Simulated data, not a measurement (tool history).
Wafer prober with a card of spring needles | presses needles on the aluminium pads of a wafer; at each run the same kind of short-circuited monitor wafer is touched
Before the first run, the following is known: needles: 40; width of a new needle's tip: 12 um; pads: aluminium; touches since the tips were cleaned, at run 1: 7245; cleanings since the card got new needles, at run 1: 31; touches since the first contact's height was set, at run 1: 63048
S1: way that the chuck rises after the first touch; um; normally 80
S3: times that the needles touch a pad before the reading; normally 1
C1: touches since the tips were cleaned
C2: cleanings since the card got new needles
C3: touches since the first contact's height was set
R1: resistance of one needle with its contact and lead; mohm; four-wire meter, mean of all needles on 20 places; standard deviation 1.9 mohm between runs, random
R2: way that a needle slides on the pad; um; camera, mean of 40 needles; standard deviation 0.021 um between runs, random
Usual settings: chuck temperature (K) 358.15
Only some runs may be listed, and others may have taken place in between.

{"run": 1, "day": 0.0, "S1": 80, "chuck temperature (K)": 358.15, "S3": 1, "C1": 7245, "C2": 31, "C3": 63048, "R1": 247, "R2": 13.0}
{"day": 0.304, "done": "tips cleaned on abrasive film"}
{"run": 2, "day": 1.412, "S1": 80, "chuck temperature (K)": 358.15, "S3": 1, "C1": 6278, "C2": 32, "C3": 71034, "R1": 242, "R2": 12.99}
{"day": 1.958, "done": "tips cleaned on abrasive film"}
{"day": 3.675, "done": "tips cleaned on abrasive film"}
{"run": 3, "day": 3.788, "S1": 80, "chuck temperature (K)": 358.15, "S3": 1, "C1": 649, "C2": 34, "C3": 84428, "R1": 214, "R2": 12.94}
{"day": 4.938, "done": "height of the first contact set anew"}
{"day": 5.308, "done": "tips cleaned on abrasive film"}
{"run": 4, "day": 6.688, "S1": 80, "chuck temperature (K)": 358.15, "S3": 1, "C1": 7809, "C2": 35, "C3": 9890, "R1": 250, "R2": 12.82}
{"day": 6.958, "done": "tips cleaned on abrasive film"}
{"day": 8.5, "done": "tips cleaned on abrasive film"}
{"run": 5, "day": 8.5, "S1": 80, "chuck temperature (K)": 358.15, "S3": 1, "C1": 0, "C2": 37, "C3": 20104, "R1": 204, "R2": 12.74}
{"day": 10.062, "done": "tips cleaned on abrasive film"}
{"run": 6, "day": 11.483, "S1": 80, "chuck temperature (K)": 358.15, "S3": 2, "C1": 8032, "C2": 38, "C3": 36962, "R1": 232, "R2": 12.73}
{"day": 11.692, "done": "tips cleaned on abrasive film"}
{"day": 13.358, "done": "tips cleaned on abrasive film"}
{"run": 7, "day": 13.479, "S1": 80, "chuck temperature (K)": 358.15, "S3": 2, "C1": 675, "C2": 40, "C3": 48230, "R1": 206, "R2": 12.74}
{"day": 15.038, "done": "tips cleaned on abrasive film"}
{"day": 15.379, "done": "height of the first contact set anew, once more"}
{"run": 8, "day": 16.062, "S1": 80, "chuck temperature (K)": 358.15, "S3": 2, "C1": 5719, "C2": 41, "C3": 3870, "R1": 221, "R2": 13.12}
{"day": 16.625, "done": "tips cleaned on abrasive film"}
{"day": 18.221, "done": "tips cleaned on abrasive film"}
{"run": 9, "day": 18.404, "S1": 95, "chuck temperature (K)": 358.15, "S3": 1, "C1": 1032, "C2": 43, "C3": 17094, "R1": 207, "R2": 15.53}
{"day": 19.95, "done": "tips cleaned on abrasive film"}
{"run": 10, "day": 20.183, "S1": 69, "chuck temperature (K)": 358.15, "S3": 1, "C1": 1322, "C2": 44, "C3": 27140, "R1": 223, "R2": 11.25}
{"day": 21.65, "done": "tips cleaned on abrasive film"}
{"run": 11, "day": 22.4, "S1": 96, "chuck temperature (K)": 366.15, "S3": 2, "C1": 4243, "C2": 45, "C3": 39679, "R1": 214, "R2": 15.68}
{"day": 23.358, "done": "tips cleaned on abrasive film"}
{"day": 24.917, "done": "tips cleaned on abrasive film"}
{"run": 12, "day": 24.979, "S1": 96, "chuck temperature (K)": 366.15, "S3": 2, "C1": 354, "C2": 47, "C3": 54225, "R1": 202, "R2": 15.66}
{"run": 13, "day": 26.396, "S1": 99, "chuck temperature (K)": 308.15, "S3": 2, "C1": 8374, "C2": 47, "C3": 62245, "R1": 212, "R2": 16.09}
{"day": 26.554, "done": "tips cleaned on abrasive film"}
{"day": 28.317, "done": "tips cleaned on abrasive film"}
{"run": 14, "day": 28.579, "S1": 99, "chuck temperature (K)": 308.15, "S3": 2, "C1": 1497, "C2": 49, "C3": 74583, "R1": 197, "R2": 16.06}
{"day": 29.862, "done": "tips cleaned on abrasive film"}
{"run": 15, "day": 30.671, "S1": 89, "chuck temperature (K)": 333.15, "S3": 2, "C1": 4580, "C2": 50, "C3": 86388, "R1": 214, "R2": 14.42}
{"day": 31.396, "done": "tips cleaned on abrasive film"}
{"day": 31.408, "done": "height of the first contact set anew"}
{"run": 16, "day": 32.704, "S1": 64, "chuck temperature (K)": 343.15, "S3": 2, "C1": 7344, "C2": 51, "C3": 7344, "R1": 245, "R2": 10.5}
{"day": 32.979, "done": "tips cleaned on abrasive film"}
{"run": 17, "day": 34.433, "S1": 93, "chuck temperature (K)": 335.15, "S3": 3, "C1": 8220, "C2": 52, "C3": 17107, "R1": 211, "R2": 15.23}

Difference, measured minus no-hidden-state, one row per run. Run-to-run variation is common to both terms; the gauge's own scatter need not be:
Hidden state present: debris on the tips, nm; way that the needles fall short of the set height, um; tips' diameter, um; drift of the gauge itself on contact_mohm, %; drift of the gauge itself on scrub_um, %.
run=1 R1=+47 R2=-0.10
run=2 R1=+45 R2=-0.13
run=3 R1=+13 R2=-0.17
run=4 R1=+51 R2=-0.31
run=5 R1=+4 R2=-0.34
run=6 R1=+32 R2=-0.35
run=7 R1=+6 R2=-0.38
run=8 R1=+25 R2=+0.00
run=9 R1=+8 R2=-0.03
run=10 R1=+22 R2=-0.05
run=11 R1=+15 R2=-0.07
run=12 R1=+3 R2=-0.11
run=13 R1=+24 R2=-0.11
run=14 R1=+8 R2=-0.15
run=15 R1=+21 R2=-0.17
run=16 R1=+46 R2=+0.00
run=17 R1=+15 R2=-0.03
